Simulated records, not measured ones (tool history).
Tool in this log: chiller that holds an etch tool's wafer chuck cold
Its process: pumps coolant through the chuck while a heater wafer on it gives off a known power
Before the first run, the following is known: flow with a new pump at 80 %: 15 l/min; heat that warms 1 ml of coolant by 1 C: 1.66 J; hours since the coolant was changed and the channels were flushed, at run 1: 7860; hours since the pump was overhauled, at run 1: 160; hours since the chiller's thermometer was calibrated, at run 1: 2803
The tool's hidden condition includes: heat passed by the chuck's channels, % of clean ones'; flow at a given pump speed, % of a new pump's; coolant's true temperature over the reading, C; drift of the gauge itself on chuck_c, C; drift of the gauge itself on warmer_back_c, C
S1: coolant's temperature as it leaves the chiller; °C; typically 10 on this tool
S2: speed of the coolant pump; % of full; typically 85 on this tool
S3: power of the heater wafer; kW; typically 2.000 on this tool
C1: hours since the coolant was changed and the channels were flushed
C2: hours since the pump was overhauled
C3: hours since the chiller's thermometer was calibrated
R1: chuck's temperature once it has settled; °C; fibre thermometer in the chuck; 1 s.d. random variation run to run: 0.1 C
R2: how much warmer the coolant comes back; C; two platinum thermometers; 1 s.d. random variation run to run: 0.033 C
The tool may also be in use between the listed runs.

{"run": 1, "hour": 0.0, "S1": 10, "S2": 85, "S3": 2.0, "C1": 7860, "C2": 160, "C3": 2803, "R1": 24.5, "R2": 4.51}
{"run": 2, "hour": 27.8, "S1": 14, "S2": 85, "S3": 2.0, "C1": 7888, "C2": 188, "C3": 2831, "R1": 28.5, "R2": 4.47}
{"run": 3, "hour": 52.3, "S1": 10, "S2": 85, "S3": 2.521, "C1": 7913, "C2": 213, "C3": 2855, "R1": 28.3, "R2": 5.68}
{"run": 4, "hour": 72.1, "S1": 10, "S2": 85, "S3": 2.521, "C1": 7932, "C2": 232, "C3": 2875, "R1": 28.1, "R2": 5.67}
{"run": 5, "hour": 105.0, "S1": 10, "S2": 85, "S3": 2.521, "C1": 7965, "C2": 265, "C3": 2908, "R1": 28.1, "R2": 5.73}
{"run": 6, "hour": 140.1, "S1": 10, "S2": 85, "S3": 2.0, "C1": 8000, "C2": 301, "C3": 2943, "R1": 24.2, "R2": 4.43}
{"run": 7, "hour": 164.0, "S1": 10, "S2": 85, "S3": 2.0, "C1": 8024, "C2": 324, "C3": 2967, "R1": 24.3, "R2": 4.51}
{"run": 8, "hour": 210.5, "S1": 10, "S2": 85, "S3": 2.0, "C1": 8071, "C2": 371, "C3": 3014, "R1": 24.5, "R2": 4.46}
{"run": 9, "hour": 240.4, "S1": 10, "S2": 85, "S3": 2.0, "C1": 8101, "C2": 401, "C3": 3043, "R1": 24.3, "R2": 4.55}
{"run": 10, "hour": 267.4, "S1": 10, "S2": 85, "S3": 2.0, "C1": 8128, "C2": 428, "C3": 3070, "R1": 24.3, "R2": 4.51}
{"run": 11, "hour": 294.5, "S1": 10, "S2": 85, "S3": 2.0, "C1": 8155, "C2": 455, "C3": 3098, "R1": 24.3, "R2": 4.51}
{"run": 12, "hour": 335.4, "S1": 10, "S2": 85, "S3": 2.0, "C1": 8196, "C2": 496, "C3": 3138, "R1": 24.4, "R2": 4.5}
{"run": 13, "hour": 360.9, "S1": 10, "S2": 85, "S3": 2.0, "C1": 8221, "C2": 521, "C3": 3164, "R1": 24.3, "R2": 4.5}
{"run": 14, "hour": 383.3, "S1": 10, "S2": 85, "S3": 2.0, "C1": 8244, "C2": 544, "C3": 3186, "R1": 24.3, "R2": 4.52}
{"run": 15, "hour": 409.7, "S1": 10, "S2": 85, "S3": 2.0, "C1": 8270, "C2": 570, "C3": 3213, "R1": 24.4, "R2": 4.5}
{"run": 16, "hour": 440.1, "S1": 10, "S2": 85, "S3": 2.0, "C1": 8300, "C2": 600, "C3": 3243, "R1": 24.4, "R2": 4.47}
{"run": 17, "hour": 477.5, "S1": 12, "S2": 85, "S3": 2.0, "C1": 8338, "C2": 638, "C3": 3280, "R1": 26.4, "R2": 4.55}
{"run": 18, "hour": 498.0, "S1": 9, "S2": 85, "S3": 2.261, "C1": 8358, "C2": 658, "C3": 3301, "R1": 25.2, "R2": 5.07}
{"run": 19, "hour": 522.1, "S1": 9, "S2": 85, "S3": 2.261, "C1": 8382, "C2": 682, "C3": 3325, "R1": 25.2, "R2": 5.07}
{"hour": 539.6, "done": "chiller's thermometer calibrated"}
{"run": 20, "hour": 559.3, "S1": 10, "S2": 85, "S3": 1.771, "C1": 8419, "C2": 719, "C3": 20, "R1": 22.9, "R2": 4.0}
{"run": 21, "hour": 588.6, "S1": 10, "S2": 85, "S3": 1.771, "C1": 8448, "C2": 748, "C3": 49, "R1": 22.7, "R2": 4.02}
{"hour": 613.4, "done": "coolant changed, channels flushed"}
{"run": 22, "hour": 615.5, "S1": 10, "S2": 85, "S3": 1.771, "C1": 2, "C2": 769, "C3": 70, "R1": 22.6, "R2": 4.01}
{"run": 23, "hour": 635.7, "S1": 10, "S2": 85, "S3": 1.771, "C1": 22, "C2": 789, "C3": 90, "R1": 22.7, "R2": 4.04}
{"run": 24, "hour": 659.1, "S1": 1, "S2": 63, "S3": 1.771, "C1": 46, "C2": 812, "C3": 113, "R1": 17.3, "R2": 5.64}
{"run": 25, "hour": 696.1, "S1": 15, "S2": 85, "S3": 1.398, "C1": 83, "C2": 849, "C3": 150, "R1": 25.1, "R2": 3.19}
{"run": 26, "hour": 743.2, "S1": 15, "S2": 85, "S3": 1.398, "C1": 130, "C2": 897, "C3": 198, "R1": 25.1, "R2": 3.14}
{"run": 27, "hour": 769.1, "S1": 15, "S2": 85, "S3": 1.398, "C1": 156, "C2": 922, "C3": 223, "R1": 25.1, "R2": 3.14}
{"run": 28, "hour": 806.5, "S1": 15, "S2": 85, "S3": 1.398, "C1": 193, "C2": 960, "C3": 261, "R1": 25.0, "R2": 3.06}
{"run": 29, "hour": 828.5, "S1": 3, "S2": 70, "S3": 1.512, "C1": 215, "C2": 982, "C3": 283, "R1": 15.8, "R2": 4.28}
{"run": 30, "hour": 849.2, "S1": 3, "S2": 76, "S3": 2.572, "C1": 236, "C2": 1003, "C3": 304, "R1": 23.0, "R2": 6.58}
{"run": 31, "hour": 869.7, "S1": 8, "S2": 85, "S3": 1.983, "C1": 256, "C2": 1023, "C3": 324, "R1": 22.2, "R2": 4.46}

Below are 4 alternative next runs, each starting from the tool's condition after run 31. Predict each:
{"run": "A", "hour": 909.3, "S1": 8, "S2": 85, "S3": 1.586, "C1": 296, "C2": 1063, "C3": 364, "R1": "?", "R2": "?"}
{"run": "B", "hour": 909.3, "S1": 8, "S2": 62, "S3": 2.108, "C1": 296, "C2": 1063, "C3": 364, "R1": "?", "R2": "?"}
{"run": "C", "hour": 909.3, "S1": 11, "S2": 85, "S3": 2.0, "C1": 296, "C2": 1063, "C3": 364, "R1": "?", "R2": "?"}
{"run": "D", "hour": 909.3, "S1": 5, "S2": 93, "S3": 1.755, "C1": 296, "C2": 1063, "C3": 364, "R1": "?", "R2": "?"}

run=A R1=19.5 R2=3.56
run=B R1=27.7 R2=6.77
run=C R1=25.5 R2=4.50
run=D R1=16.8 R2=3.52
With the hidden condition removed and each run's random variation left untouched, the same runs would have given:
run=A R1=19.5 R2=3.56
run=B R1=27.7 R2=6.77
run=C R1=25.5 R2=4.50
run=D R1=16.8 R2=3.52

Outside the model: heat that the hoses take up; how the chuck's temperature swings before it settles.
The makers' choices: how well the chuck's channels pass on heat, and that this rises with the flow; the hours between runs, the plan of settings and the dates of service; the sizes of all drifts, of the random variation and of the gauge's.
